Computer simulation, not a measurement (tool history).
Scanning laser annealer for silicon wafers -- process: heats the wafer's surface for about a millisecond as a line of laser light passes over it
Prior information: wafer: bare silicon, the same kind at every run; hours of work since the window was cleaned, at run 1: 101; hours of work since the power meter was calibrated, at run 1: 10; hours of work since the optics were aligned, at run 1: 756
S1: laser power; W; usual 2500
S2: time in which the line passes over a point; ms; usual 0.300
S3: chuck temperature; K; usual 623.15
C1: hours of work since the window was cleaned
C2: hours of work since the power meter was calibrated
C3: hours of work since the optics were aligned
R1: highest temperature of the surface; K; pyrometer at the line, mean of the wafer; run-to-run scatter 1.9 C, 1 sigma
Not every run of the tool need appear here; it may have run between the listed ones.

Run 1, hour 0.0: usual settings; C1 101; C2 10; C3 756. Result: R1 1346.15 K.
Run 2, hour 22.3: usual settings but S2 0.251 ms; C1 115; C2 23; C3 770. Result: R1 1284.15 K.
Run 3, hour 65.5: usual settings but S1 2258 W; C1 142; C2 50; C3 797. Result: R1 1256.15 K.
Run 4, hour 102.2: usual settings; C1 165; C2 73; C3 820. Result: R1 1343.15 K.
Run 5, hour 131.6: usual settings; C1 184; C2 92; C3 839. Result: R1 1341.15 K.
Run 6, hour 163.0: usual settings; C1 203; C2 111; C3 858. Result: R1 1340.15 K.
Run 7, hour 187.1: usual settings; C1 218; C2 126; C3 873. Result: R1 1339.15 K.
Run 8, hour 241.0: usual settings; C1 252; C2 160; C3 907. Result: R1 1337.15 K.
Run 9, hour 292.4: usual settings but S1 2204 W, S2 0.241 ms, S3 626.15 K; C1 284; C2 192; C3 939. Result: R1 1173.15 K.
Run 10, hour 319.6: usual settings but S1 2204 W, S2 0.241 ms, S3 626.15 K; C1 301; C2 209; C3 956. Result: R1 1173.15 K.
Run 11, hour 373.8: usual settings but S1 2600 W, S2 0.266 ms, S3 626.15 K; C1 335; C2 243; C3 990. Result: R1 1324.15 K.
Run 12, hour 409.1: usual settings but S1 2264 W, S3 642.15 K; C1 357; C2 265; C3 1012. Result: R1 1268.15 K.
Run 13, hour 457.9: usual settings but S1 2549 W, S2 0.288 ms, S3 647.15 K; C1 387; C2 295; C3 1042. Result: R1 1355.15 K.
At hour 490.9: optics aligned, line set to its width.
Run 14, hour 516.4: usual settings but S1 2549 W, S2 0.288 ms, S3 647.15 K; C1 421; C2 329; C3 16. Result: R1 1364.15 K.
Run 15, hour 551.5: usual settings but S1 2549 W, S2 0.288 ms, S3 647.15 K; C1 443; C2 351; C3 38. Result: R1 1365.15 K.

Branching from run 15: 3 alternative next runs. What would each branch give?
Run A, hour 595.0: usual settings but S1 2234 W, S2 0.310 ms, S3 626.15 K; C1 470; C2 378; C3 65. Result: R1 ?.
Run B, hour 595.0: usual settings but S2 0.289 ms, S3 598.15 K; C1 470; C2 378; C3 65. Result: R1 ?.
Run C, hour 595.0: usual settings but S2 0.350 ms, S3 586.15 K; C1 470; C2 378; C3 65. Result: R1 ?.

run       R1
  A  1256.15
  B  1299.15
  C  1355.15
The same runs, with their run-to-run variation unchanged, on a tool lacking any hidden condition would have given:
run       R1
  A  1276.15
  B  1322.15
  C  1380.15
